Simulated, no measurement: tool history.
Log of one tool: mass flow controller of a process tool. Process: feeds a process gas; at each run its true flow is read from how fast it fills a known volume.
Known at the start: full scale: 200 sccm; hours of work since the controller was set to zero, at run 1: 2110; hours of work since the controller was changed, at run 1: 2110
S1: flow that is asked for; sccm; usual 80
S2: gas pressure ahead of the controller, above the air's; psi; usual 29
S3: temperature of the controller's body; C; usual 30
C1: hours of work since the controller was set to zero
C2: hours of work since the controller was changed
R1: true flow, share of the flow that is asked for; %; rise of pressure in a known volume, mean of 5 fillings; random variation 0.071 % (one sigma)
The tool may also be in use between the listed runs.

run,hour,S1,S2,S3,C1,C2,R1
1,0,80,29,30,2110,2110,99.5
2,139.8,34,29,30,2206,2206,99.25
3,346.6,34,29,30,2347,2347,99.16
4,467.9,125,29,30,2430,2430,99.35
5,650.1,80,29,29,2554,2554,99
6,831.7,80,29,29,2678,2678,98.88
7,1065.6,80,29,29,2838,2838,98.87
8,1176.7,80,29,29,2914,2914,98.89
9,1311,80,29,29,3005,3005,98.8
10,1525.8,80,20.6,30,3152,3152,98.23
11,1651.5,80,20.6,30,3238,3238,98.28
12,1810.9,36,20.6,30,3347,3347,97.97
13,1913.9,36,20.6,30,3417,3417,97.9
14,2044.3,80,29,30,3506,3506,98.35
15,2217.4,80,29,30,3624,3624,98.14
16,2445.8,197,29,30,3780,3780,98.36
17,2593.6,197,29,30,3881,3881,98.38
18,2728.5,80,29,30,3973,3973,97.92
19,2899.4,80,29,30,4090,4090,97.86
20,3132,152,29,30,4249,4249,97.71
21,3331.4,80,29,26,4385,4385,97.68
22,3518.5,80,29,26,4513,4513,97.6
23,3648.5,80,29,26,4601,4601,97.43
24,3799.3,80,29,30,4704,4704,97.38
25,3973.2,80,31.9,25,4823,4823,97.51
26,4122.1,80,28.9,30,4925,4925,97.11
# hour 4247.8: gauge calibrated
27,4338.8,138,24.5,32,5073,5073,99.43
28,4570.3,24,24.5,32,5231,5231,98.93
29,4734.6,24,24.5,32,5343,5343,98.71
30,4841.8,36,33.9,34,5416,5416,99.06
31,5055.7,47,28.7,36,5562,5562,98.6
32,5207.5,29,37.1,32,5666,5666,98.9

Forecast run 33:
33,5305,29,22.9,24,5732,5732,?

Run 33 gave R1 98.59 %.
Without the tool's hidden state the same run would have given R1 99.17 %.
